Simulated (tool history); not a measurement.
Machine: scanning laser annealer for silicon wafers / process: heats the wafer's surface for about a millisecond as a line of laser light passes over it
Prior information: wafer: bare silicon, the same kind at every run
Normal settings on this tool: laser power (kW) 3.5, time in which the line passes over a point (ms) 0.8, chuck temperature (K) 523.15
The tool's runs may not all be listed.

run   hour  laser power (kW)  time in which the line passes over a point (ms)  chuck temperature (K)  highest temperature of the surface (K)
  1      0               3.5                                              0.8                 523.15                                 1309.15
  2   12.2               3.5                                              0.8                 523.15                                 1307.15
  3   22.6               3.5                                            0.986                 523.15                                 1396.15
  4   30.7               3.5                                            0.679                 523.15                                 1245.15
  5   45.1               3.5                                            0.679                 523.15                                 1246.15
  6   60.5               3.5                                            0.679                 485.15                                 1208.15
  7   74.4               3.5                                            0.679                 485.15                                 1206.15
  8   88.5               3.5                                              0.8                 502.15                                 1282.15
  9  102.2               3.5                                              0.8                 502.15                                 1278.15
 10  109.4               3.5                                              0.8                 502.15                                 1281.15
 11  121.7               3.5                                              0.8                 502.15                                 1281.15
 12  128.7             2.992                                              0.8                 502.15                                 1172.15
 13  139.9               3.5                                              0.8                 523.15                                 1304.15
 14  149.3               3.5                                              0.8                 496.15                                 1274.15
     154.3  -- window over the wafer cleaned
 15  166.5               3.5                                              0.8                 523.15                                 1330.15
 16  179.3               3.5                                            0.718                 523.15                                 1283.15
 17  192.5               3.5                                            0.718                 523.15                                 1288.15
 18  206.2               3.5                                            0.718                 523.15                                 1285.15
 19  218.1               3.5                                            0.625                 506.15                                 1219.15
 20  228.5               3.5                                              0.8                 498.15                                 1300.15
 21  236.4               3.5                                              0.8                 495.15                                 1299.15
 22  248.4             3.576                                              0.8                 523.15                                 1345.15
 23  262.9             3.394                                            0.879                 542.15                                 1357.15
 24  275.2             3.394                                            0.879                 542.15                                 1356.15
 25  282.7               3.5                                            0.596                 549.15                                 1245.15
 26  292.7             3.215                                              0.8                 508.15                                 1251.15
 27  299.1             3.609                                            0.819                 523.15                                 1357.15
 28  309.9             3.609                                            0.819                 535.15                                 1370.15
 29  320.3             3.609                                             0.93                 536.15                                 1423.15
 30  327.1             3.609                                             0.93                 536.15                                 1424.15
 31  333.7             3.609                                             0.93                 536.15                                 1422.15
 32  341.9             3.609                                             0.93                 536.15                                 1422.15
 33  353.8             3.609                                             0.93                 536.15                                 1421.15
 34  364.2             3.725                                            0.712                 503.15                                 1303.15
 35  379.2             3.618                                            0.712                 503.15                                 1281.15

Here are 5 independent what-if runs from the current tool condition. What would each one return?
  A  390.6               3.5                                              0.8                 554.15                                       ?
  B  390.6             3.297                                             0.85                 534.15                                       ?
  C  390.6               3.5                                            0.838                 524.15                                       ?
  D  390.6              3.74                                              0.8                 523.15                                       ?
  E  390.6             3.222                                            0.905                 552.15                                       ?

run  highest temperature of the surface (K)
  A                                 1347.15
  B                                 1311.15
  C                                 1336.15
  D                                 1371.15
  E                                 1335.15
With the hidden condition removed and each run's random variation left untouched, the same runs would have given:
run  highest temperature of the surface (K)
  A                                 1361.15
  B                                 1324.15
  C                                 1351.15
  D                                 1386.15
  E                                 1348.15

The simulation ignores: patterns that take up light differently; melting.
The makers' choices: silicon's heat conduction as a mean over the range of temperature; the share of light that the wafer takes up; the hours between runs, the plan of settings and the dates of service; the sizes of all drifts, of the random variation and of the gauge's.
